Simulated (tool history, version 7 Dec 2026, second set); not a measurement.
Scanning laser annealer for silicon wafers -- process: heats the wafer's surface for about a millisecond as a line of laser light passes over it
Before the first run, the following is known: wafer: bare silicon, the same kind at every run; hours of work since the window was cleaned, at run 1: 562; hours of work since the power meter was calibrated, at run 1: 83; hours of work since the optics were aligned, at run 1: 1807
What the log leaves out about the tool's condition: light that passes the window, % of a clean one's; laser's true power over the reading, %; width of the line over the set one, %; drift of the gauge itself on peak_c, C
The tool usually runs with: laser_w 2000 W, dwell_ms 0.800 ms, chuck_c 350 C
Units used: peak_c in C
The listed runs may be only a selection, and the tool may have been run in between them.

| run | day | laser_w | dwell_ms | chuck_c | hours of work since the window was cleaned | hours of work since the power meter was calibrated | hours of work since the optics were aligned | peak_c |
|---|---|---|---|---|---|---|---|---|
| 1 | 0.000 | 2000 | 0.800 | 350 | 562 | 83 | 1807 | 1157 |
| 2 | 1.433 | 2000 | 0.800 | 350 | 587 | 108 | 1832 | 1157 |
| 3 | 2.654 | 2000 | 0.800 | 350 | 609 | 130 | 1854 | 1154 |
|  | 3.112 | optics aligned, line set to its width |
| 4 | 3.779 | 2000 | 0.611 | 350 | 625 | 146 | 12 | 1088 |
| 5 | 5.075 | 2000 | 0.817 | 350 | 648 | 169 | 35 | 1181 |
| 6 | 6.783 | 2000 | 0.800 | 377 | 679 | 200 | 65 | 1197 |
| 7 | 8.188 | 2000 | 0.800 | 315 | 704 | 225 | 90 | 1140 |
| 8 | 9.654 | 2000 | 0.800 | 350 | 730 | 251 | 117 | 1174 |
| 9 | 11.029 | 2000 | 0.799 | 350 | 754 | 276 | 141 | 1165 |
| 10 | 12.496 | 1831 | 0.800 | 350 | 781 | 302 | 167 | 1087 |
| 11 | 13.392 | 1831 | 0.800 | 350 | 797 | 318 | 183 | 1085 |
| 12 | 14.821 | 1831 | 0.611 | 350 | 822 | 343 | 209 | 1008 |
| 13 | 16.767 | 2000 | 0.800 | 386 | 857 | 378 | 243 | 1206 |
| 14 | 18.279 | 2000 | 0.800 | 344 | 884 | 405 | 270 | 1164 |
| 15 | 20.175 | 2000 | 0.800 | 344 | 917 | 439 | 304 | 1162 |
| 16 | 21.738 | 2000 | 0.800 | 344 | 945 | 466 | 332 | 1158 |
|  | 23.146 | window over the wafer cleaned |
| 17 | 23.275 | 2000 | 0.800 | 377 | 2 | 492 | 358 | 1212 |
| 18 | 24.125 | 2000 | 0.800 | 377 | 17 | 508 | 373 | 1212 |
| 19 | 24.954 | 2000 | 0.800 | 377 | 32 | 522 | 388 | 1208 |
| 20 | 25.821 | 2156 | 0.800 | 350 | 48 | 538 | 403 | 1263 |
| 21 | 27.125 | 2000 | 0.800 | 350 | 71 | 561 | 427 | 1182 |
| 22 | 28.300 | 1733 | 0.904 | 313 | 92 | 582 | 448 | 1046 |
| 23 | 29.629 | 1733 | 0.904 | 313 | 116 | 606 | 471 | 1047 |
| 24 | 31.338 | 1851 | 0.709 | 339 | 146 | 636 | 502 | 1054 |
| 25 | 33.046 | 1851 | 0.709 | 339 | 176 | 667 | 532 | 1052 |
| 26 | 34.542 | 1851 | 0.709 | 339 | 203 | 693 | 559 | 1052 |
| 27 | 36.404 | 1770 | 0.814 | 339 | 236 | 726 | 592 | 1057 |
| 28 | 37.938 | 1835 | 0.617 | 354 | 264 | 754 | 619 | 1023 |
| 29 | 38.796 | 1835 | 0.617 | 354 | 279 | 769 | 635 | 1021 |
| 30 | 40.358 | 1835 | 0.617 | 354 | 307 | 797 | 662 | 1017 |

Run 31 comes next. What will it give?
| 31 | 41.912 | 1835 | 0.617 | 354 | 335 | 825 | 690 | ? |

Run 31 gave peak_c 1022 C.
Minus the tool's unlogged condition, the same run would have read peak_c 1037 C.
